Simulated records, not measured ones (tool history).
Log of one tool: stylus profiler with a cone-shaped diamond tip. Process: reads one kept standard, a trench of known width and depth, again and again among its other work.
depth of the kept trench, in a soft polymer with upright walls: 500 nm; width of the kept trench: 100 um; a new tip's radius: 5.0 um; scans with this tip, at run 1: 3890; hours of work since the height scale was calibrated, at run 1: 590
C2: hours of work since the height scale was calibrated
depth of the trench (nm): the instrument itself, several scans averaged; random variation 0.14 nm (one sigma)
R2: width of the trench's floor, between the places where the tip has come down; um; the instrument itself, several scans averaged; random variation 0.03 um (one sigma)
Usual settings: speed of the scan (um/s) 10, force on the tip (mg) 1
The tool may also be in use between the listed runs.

Run 1, hour 0: usual settings; scans with this tip 3890; C2 590. Result: depth of the trench (nm) 504.2, R2 95.21 um.
Run 2, hour 22: usual settings; scans with this tip 3959; C2 600. Result: depth of the trench (nm) 504.05, R2 95.26 um.
Run 3, hour 45: usual settings; scans with this tip 4030; C2 611. Result: depth of the trench (nm) 504.2, R2 95.28 um.
Run 4, hour 83.3: usual settings; scans with this tip 4149; C2 629. Result: depth of the trench (nm) 504.17, R2 95.31 um.
Run 5, hour 119: usual settings; scans with this tip 4261; C2 646. Result: depth of the trench (nm) 504.33, R2 95.27 um.
Run 6, hour 141.2: usual settings; scans with this tip 4330; C2 656. Result: depth of the trench (nm) 504.26, R2 95.24 um.
Run 7, hour 186.2: usual settings but force on the tip (mg) 1.41; scans with this tip 4470; C2 678. Result: depth of the trench (nm) 505.24, R2 95.23 um.
Run 8, hour 209.3: usual settings; scans with this tip 4542; C2 689. Result: depth of the trench (nm) 504.28, R2 95.25 um.
Run 9, hour 230.8: usual settings but speed of the scan (um/s) 4, force on the tip (mg) 0.72; scans with this tip 4609; C2 699. Result: depth of the trench (nm) 503.55, R2 95.27 um.
Run 10, hour 258.7: usual settings but speed of the scan (um/s) 4, force on the tip (mg) 0.72; scans with this tip 4696; C2 712. Result: depth of the trench (nm) 503.52, R2 95.3 um.
Run 11, hour 289.3: usual settings but speed of the scan (um/s) 14, force on the tip (mg) 1.03; scans with this tip 4791; C2 726. Result: depth of the trench (nm) 504.19, R2 95.22 um.
At hour 292.3: height scale calibrated on a step standard.
Run 12, hour 317.4: usual settings but speed of the scan (um/s) 9, force on the tip (mg) 2.39; scans with this tip 4877; C2 12. Result: depth of the trench (nm) 507.5, R2 95.27 um.
Run 13, hour 364.3: usual settings but speed of the scan (um/s) 3, force on the tip (mg) 2.33; scans with this tip 5023; C2 34. Result: depth of the trench (nm) 507.2, R2 95.3 um.
Run 14, hour 397: usual settings but speed of the scan (um/s) 3, force on the tip (mg) 2.33; scans with this tip 5125; C2 49. Result: depth of the trench (nm) 507.48, R2 95.29 um.
At hour 420.6: height scale calibrated on a step standard, once more.
Run 15, hour 427.4: usual settings but speed of the scan (um/s) 14, force on the tip (mg) 0.7; scans with this tip 5218; C2 3. Result: depth of the trench (nm) 502.9, R2 95.15 um.
Run 16, hour 462.9: usual settings but speed of the scan (um/s) 12, force on the tip (mg) 0.7; scans with this tip 5329; C2 20. Result: depth of the trench (nm) 503.04, R2 95.18 um.

Forecast each of these 4 alternatives for the next run:
Run A, hour 509.3: usual settings but speed of the scan (um/s) 12, force on the tip (mg) 1.05; scans with this tip 5473; C2 42. Result: depth of the trench (nm) ?, R2 ?.
Run B, hour 509.3: usual settings but speed of the scan (um/s) 12, force on the tip (mg) 1.36; scans with this tip 5473; C2 42. Result: depth of the trench (nm) ?, R2 ?.
Run C, hour 509.3: usual settings but speed of the scan (um/s) 7, force on the tip (mg) 0.65; scans with this tip 5473; C2 42. Result: depth of the trench (nm) ?, R2 ?.
Run D, hour 509.3: usual settings but speed of the scan (um/s) 25, force on the tip (mg) 0.65; scans with this tip 5473; C2 42. Result: depth of the trench (nm) ?, R2 ?.

run  depth of the trench (nm)     R2
  A                    504.21  95.18
  B                    504.81  95.18
  C                    502.77  95.25
  D                    502.93  95.08
Without the tool's hidden state the same runs would have given:
run  depth of the trench (nm)     R2
  A                    504.26  95.55
  B                    504.86  95.55
  C                    502.82  95.62
  D                    502.98  95.45
